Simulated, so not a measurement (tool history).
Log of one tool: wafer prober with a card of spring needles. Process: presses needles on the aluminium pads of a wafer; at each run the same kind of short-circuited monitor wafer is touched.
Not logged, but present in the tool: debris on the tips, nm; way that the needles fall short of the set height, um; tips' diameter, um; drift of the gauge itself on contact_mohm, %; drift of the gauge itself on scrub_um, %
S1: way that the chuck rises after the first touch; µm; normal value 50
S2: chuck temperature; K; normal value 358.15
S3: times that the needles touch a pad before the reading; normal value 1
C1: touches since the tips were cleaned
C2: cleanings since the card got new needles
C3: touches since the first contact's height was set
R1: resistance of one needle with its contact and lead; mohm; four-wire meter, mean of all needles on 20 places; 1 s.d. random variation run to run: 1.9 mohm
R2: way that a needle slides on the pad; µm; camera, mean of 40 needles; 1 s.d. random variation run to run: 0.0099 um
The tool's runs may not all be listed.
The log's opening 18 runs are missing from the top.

run    hour  S1      S2  S3    C1  C2      C3   R1     R2
        924  -- tips cleaned on abrasive film
 19   950.5  37  327.15   1  4599  74   36138  464  4.298
      961.3  -- height of the first contact set anew, once more
      961.4  -- tips cleaned on abrasive film
      997.5  -- tips cleaned on abrasive film
 20   997.5  44  319.15   1     0  76    6246  223  5.492
     1031.6  -- tips cleaned on abrasive film
 21  1051.4  37  319.15   1  3428  77   15568  417  4.606
     1066.6  -- tips cleaned on abrasive film
     1106.6  -- tips cleaned on abrasive film
 22  1124.2  51  305.15   1  3043  79   28148  305  6.348
     1145.4  -- tips cleaned on abrasive film
 23  1163.4  51  305.15   1  3131  80   34937  306  6.327
     1180.2  -- tips cleaned on abrasive film
 24  1201.5  51  305.15   1  3695  81   41525  311  6.313
     1219.3  -- tips cleaned on abrasive film
       1257  -- tips cleaned on abrasive film
 25    1257  51  316.15   1     0  83   51108  206  6.304
     1295.9  -- tips cleaned on abrasive film
 26  1326.3  56  358.15   1  5264  84   63101  311  6.935
     1331.3  -- tips cleaned on abrasive film
     1366.3  -- tips cleaned on abrasive film
 27  1391.1  56  358.15   1  4291  86   74298  307  6.941
     1401.1  -- tips cleaned on abrasive film
     1439.4  -- tips cleaned on abrasive film
 28  1443.4  32  325.15   1   705  88   83342  309   3.93
     1474.1  -- tips cleaned on abrasive film
 29  1477.6  32  325.15   1   600  89   89245  307  3.889
     1510.7  -- tips cleaned on abrasive film
 30  1523.8  55  314.15   1  2278  90   97239  278  6.786
       1546  -- tips cleaned on abrasive film
     1583.4  -- tips cleaned on abrasive film
 31  1597.4  46  314.15   2  2426  92  109965  267  5.627

Each row is a separate what-if for the run after 31, all from the same tool condition, not one after another. Results?
     1617.5  -- tips cleaned on abrasive film
     1651.1  -- tips cleaned on abrasive film
  A  1660.8  52  299.15   2  1678  94  120921   ?   ?
     1617.5  -- tips cleaned on abrasive film
     1651.1  -- tips cleaned on abrasive film
  B  1660.8  53  365.15   1  1678  94  120921   ?   ?
     1617.5  -- tips cleaned on abrasive film
     1651.1  -- tips cleaned on abrasive film
  C  1660.8  50  364.15   3  1678  94  120921   ?   ?

run   R1     R2
  A  242  6.379
  B  281   6.51
  C  242  6.126
The same runs, with their run-to-run variation unchanged, on a tool lacking any hidden condition would have given:
run   R1     R2
  A  192  6.503
  B  209  6.635
  C  212   6.25

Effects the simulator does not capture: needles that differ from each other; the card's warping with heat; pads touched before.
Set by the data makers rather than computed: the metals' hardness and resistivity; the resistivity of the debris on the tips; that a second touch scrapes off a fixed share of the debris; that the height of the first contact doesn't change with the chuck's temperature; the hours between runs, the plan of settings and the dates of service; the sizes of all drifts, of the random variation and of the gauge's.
